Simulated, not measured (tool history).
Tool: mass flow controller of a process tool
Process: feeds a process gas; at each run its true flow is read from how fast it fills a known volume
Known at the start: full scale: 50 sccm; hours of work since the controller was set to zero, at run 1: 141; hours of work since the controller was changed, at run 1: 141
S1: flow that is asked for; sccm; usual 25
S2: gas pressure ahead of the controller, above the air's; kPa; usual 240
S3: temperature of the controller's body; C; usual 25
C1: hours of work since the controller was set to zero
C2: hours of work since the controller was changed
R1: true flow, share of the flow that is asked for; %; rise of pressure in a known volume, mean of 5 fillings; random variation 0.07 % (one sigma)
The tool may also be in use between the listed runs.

| run | day | S1 | S2 | S3 | C1 | C2 | R1 |
|---|---|---|---|---|---|---|---|
| 1 | 0 | 25 | 240 | 25 | 141 | 141 | 98.36 |
| 2 | 3.942 | 25 | 240 | 25 | 190 | 190 | 98.45 |
| 3 | 6.383 | 25 | 240 | 25 | 219 | 219 | 98.38 |
| 4 | 9.508 | 25 | 240 | 25 | 258 | 258 | 98.43 |
| 5 | 12.221 | 25 | 240 | 25 | 291 | 291 | 98.36 |
| 6 | 17.554 | 25 | 240 | 25 | 356 | 356 | 98.31 |
| 7 | 21.904 | 24 | 240 | 25 | 409 | 409 | 98.28 |
| 8 | 25.596 | 25 | 240 | 25 | 454 | 454 | 98.41 |
|  | 25.933 | controller's zero set anew |
| 9 | 29.312 | 25 | 240 | 25 | 41 | 499 | 98.27 |
| 10 | 34.725 | 25 | 240 | 25 | 107 | 566 | 98.39 |
| 11 | 37.358 | 25 | 240 | 25 | 140 | 598 | 98.25 |
| 12 | 40.958 | 25 | 240 | 35 | 184 | 642 | 99.42 |
| 13 | 44.279 | 25 | 240 | 25 | 224 | 682 | 98.43 |
|  | 46.425 | controller's zero set anew, once more |
| 14 | 48.067 | 43 | 153 | 23 | 20 | 728 | 99.38 |
| 15 | 52.646 | 43 | 261 | 24 | 76 | 784 | 99.02 |
| 16 | 55.346 | 43 | 261 | 24 | 109 | 817 | 98.87 |
| 17 | 60.3 | 15 | 193 | 28 | 170 | 878 | 98.19 |
| 18 | 63.471 | 43 | 191 | 20 | 208 | 917 | 98.9 |
| 19 | 68.417 | 13 | 187 | 30 | 269 | 977 | 98.46 |
| 20 | 70.733 | 29 | 176 | 31 | 297 | 1006 | 99.25 |

Run 21 comes next. What will it give?
| 21 | 75.479 | 29 | 176 | 31 | 355 | 1064 | ? |

{"run 21": {"R1": 99.29}}
Without the tool's hidden state the same run would have given R1 99.54 %.

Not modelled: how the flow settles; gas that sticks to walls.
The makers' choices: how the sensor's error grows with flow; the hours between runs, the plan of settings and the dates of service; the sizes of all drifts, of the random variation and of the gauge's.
